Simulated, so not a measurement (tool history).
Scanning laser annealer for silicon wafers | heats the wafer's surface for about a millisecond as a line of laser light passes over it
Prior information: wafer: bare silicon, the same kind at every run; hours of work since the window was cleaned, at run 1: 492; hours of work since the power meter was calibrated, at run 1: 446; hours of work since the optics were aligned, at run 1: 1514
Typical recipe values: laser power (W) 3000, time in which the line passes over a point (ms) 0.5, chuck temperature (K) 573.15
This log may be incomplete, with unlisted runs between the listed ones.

| run | hour | laser power (W) | time in which the line passes over a point (ms) | chuck temperature (K) | hours of work since the window was cleaned | hours of work since the power meter was calibrated | hours of work since the optics were aligned | highest temperature of the surface (K) |
|---|---|---|---|---|---|---|---|---|
| 1 | 0 | 3000 | 0.5 | 573.15 | 492 | 446 | 1514 | 1364.15 |
| 2 | 23.7 | 3000 | 0.5 | 573.15 | 507 | 461 | 1529 | 1358.15 |
| 3 | 37.9 | 3000 | 0.5 | 573.15 | 516 | 470 | 1538 | 1360.15 |
| 4 | 51.3 | 3254 | 0.5 | 573.15 | 525 | 479 | 1546 | 1436.15 |
| 5 | 64 | 3000 | 0.5 | 573.15 | 533 | 487 | 1555 | 1356.15 |
| 6 | 78.1 | 3000 | 0.5 | 573.15 | 542 | 496 | 1564 | 1354.15 |
| 7 | 89.1 | 2668 | 0.5 | 573.15 | 549 | 503 | 1571 | 1255.15 |
| 8 | 103 | 2668 | 0.5 | 573.15 | 558 | 512 | 1580 | 1252.15 |
| 9 | 128.6 | 3000 | 0.5 | 554.15 | 574 | 528 | 1596 | 1336.15 |
| 10 | 142 | 3000 | 0.5 | 573.15 | 583 | 537 | 1605 | 1351.15 |
| 11 | 155.3 | 3000 | 0.5 | 573.15 | 592 | 545 | 1613 | 1353.15 |
| 12 | 175.5 | 3000 | 0.5 | 573.15 | 605 | 558 | 1626 | 1349.15 |
| 13 | 198.2 | 3000 | 0.5 | 573.15 | 619 | 573 | 1641 | 1348.15 |
| 14 | 211.3 | 3000 | 0.602 | 573.15 | 628 | 581 | 1649 | 1420.15 |
| 15 | 223.9 | 3000 | 0.5 | 573.15 | 636 | 589 | 1657 | 1350.15 |
| 16 | 250.7 | 3000 | 0.5 | 573.15 | 653 | 607 | 1674 | 1345.15 |
| 17 | 263.5 | 3000 | 0.5 | 573.15 | 661 | 615 | 1683 | 1346.15 |
| 18 | 286 | 3000 | 0.5 | 573.15 | 675 | 629 | 1697 | 1346.15 |
| 19 | 298 | 3000 | 0.5 | 573.15 | 683 | 637 | 1705 | 1344.15 |
| 20 | 315.3 | 3000 | 0.5 | 573.15 | 694 | 648 | 1716 | 1339.15 |
| 21 | 340.3 | 3012 | 0.5 | 573.15 | 710 | 664 | 1732 | 1342.15 |
|  | 354 | window over the wafer cleaned |
| 22 | 354 | 3000 | 0.601 | 608.15 | 0 | 672 | 1739 | 1501.15 |
|  | 372.3 | optics aligned, line set to its width |
| 23 | 383 | 2918 | 0.426 | 538.15 | 15 | 687 | 7 | 1283.15 |
| 24 | 405.1 | 2918 | 0.544 | 546.15 | 30 | 701 | 21 | 1381.15 |
| 25 | 422.8 | 2918 | 0.544 | 546.15 | 41 | 713 | 32 | 1380.15 |
| 26 | 435.4 | 2918 | 0.544 | 546.15 | 49 | 721 | 40 | 1374.15 |
| 27 | 461.6 | 2918 | 0.544 | 546.15 | 66 | 737 | 57 | 1376.15 |
| 28 | 484.6 | 2918 | 0.544 | 546.15 | 81 | 752 | 72 | 1371.15 |
| 29 | 506.1 | 2918 | 0.544 | 546.15 | 94 | 766 | 86 | 1372.15 |
| 30 | 532.6 | 2918 | 0.544 | 546.15 | 111 | 783 | 103 | 1369.15 |
| 31 | 545.2 | 2975 | 0.5 | 568.15 | 119 | 791 | 111 | 1381.15 |
| 32 | 567.8 | 2742 | 0.41 | 586.15 | 134 | 806 | 125 | 1257.15 |
| 33 | 585.9 | 2901 | 0.468 | 587.15 | 146 | 817 | 137 | 1347.15 |
| 34 | 605.3 | 3047 | 0.588 | 587.15 | 158 | 830 | 150 | 1481.15 |
| 35 | 620.5 | 2610 | 0.588 | 561.15 | 168 | 839 | 159 | 1303.15 |
| 36 | 637.4 | 2610 | 0.588 | 561.15 | 179 | 850 | 170 | 1302.15 |
| 37 | 663.6 | 2617 | 0.372 | 610.15 | 195 | 867 | 187 | 1216.15 |
| 38 | 683.7 | 3000 | 0.568 | 573.15 | 208 | 880 | 200 | 1435.15 |
| 39 | 695.9 | 3285 | 0.448 | 549.15 | 216 | 888 | 208 | 1410.15 |
| 40 | 716.7 | 3108 | 0.462 | 549.15 | 230 | 901 | 221 | 1362.15 |

Consider 3 possible next runs. They are alternatives, not a sequence: every one starts from the tool as it was left by run 40. What does each give?
| A | 734.7 | 2912 | 0.5 | 547.15 | 241 | 913 | 233 | ? |
| B | 734.7 | 3189 | 0.572 | 581.15 | 241 | 913 | 233 | ? |
| C | 734.7 | 3000 | 0.443 | 593.15 | 241 | 913 | 233 | ? |

| run | highest temperature of the surface (K) |
|---|---|
| A | 1333.15 |
| B | 1504.15 |
| C | 1359.15 |
What these runs would have given with no unlogged condition in the tool:
| run | highest temperature of the surface (K) |
|---|---|
| A | 1357.15 |
| B | 1533.15 |
| C | 1383.15 |
